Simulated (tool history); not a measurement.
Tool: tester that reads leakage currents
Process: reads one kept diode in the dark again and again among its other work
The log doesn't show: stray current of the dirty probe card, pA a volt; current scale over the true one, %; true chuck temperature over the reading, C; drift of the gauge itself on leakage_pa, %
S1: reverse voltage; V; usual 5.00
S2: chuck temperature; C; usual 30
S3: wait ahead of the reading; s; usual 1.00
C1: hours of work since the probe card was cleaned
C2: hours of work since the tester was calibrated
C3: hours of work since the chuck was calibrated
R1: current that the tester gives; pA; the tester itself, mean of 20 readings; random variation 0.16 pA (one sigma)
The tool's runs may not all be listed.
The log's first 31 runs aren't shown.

run,hour,S1,S2,S3,C1,C2,C3,R1
32,2655.2,5.09,30,0.55,894,1620,1762,57.75
33,2735.1,2.39,40,0.80,931,1657,1799,83.50
34,2799.1,2.39,40,0.80,961,1687,1829,83.56
35,2902.8,6.37,42,0.51,1009,1735,1877,141.93
# hour 2937.7: probe card cleaned and baked
36,3025.2,6.37,25,1.83,41,1791,1933,41.13
37,3088.1,5.00,21,0.31,70,1820,1962,29.34
38,3192.8,2.10,42,1.00,119,1869,2011,89.82
39,3281.7,2.81,32,0.50,160,1910,2052,50.82
40,3368.8,2.81,32,0.50,201,1951,2092,51.14

Forecast each of these 4 alternatives for the next run:
A,3491.9,14.32,30,0.41,258,2008,2150,?
B,3491.9,2.81,32,1.49,258,2008,2150,?
C,3491.9,2.81,32,1.04,258,2008,2150,?
D,3491.9,5.00,54,1.00,258,2008,2150,?

run,R1
A,88.03
B,50.80
C,51.01
D,275.78
Without the tool's hidden state the same runs would have given:
run,R1
A,77.69
B,45.61
C,45.81
D,251.70
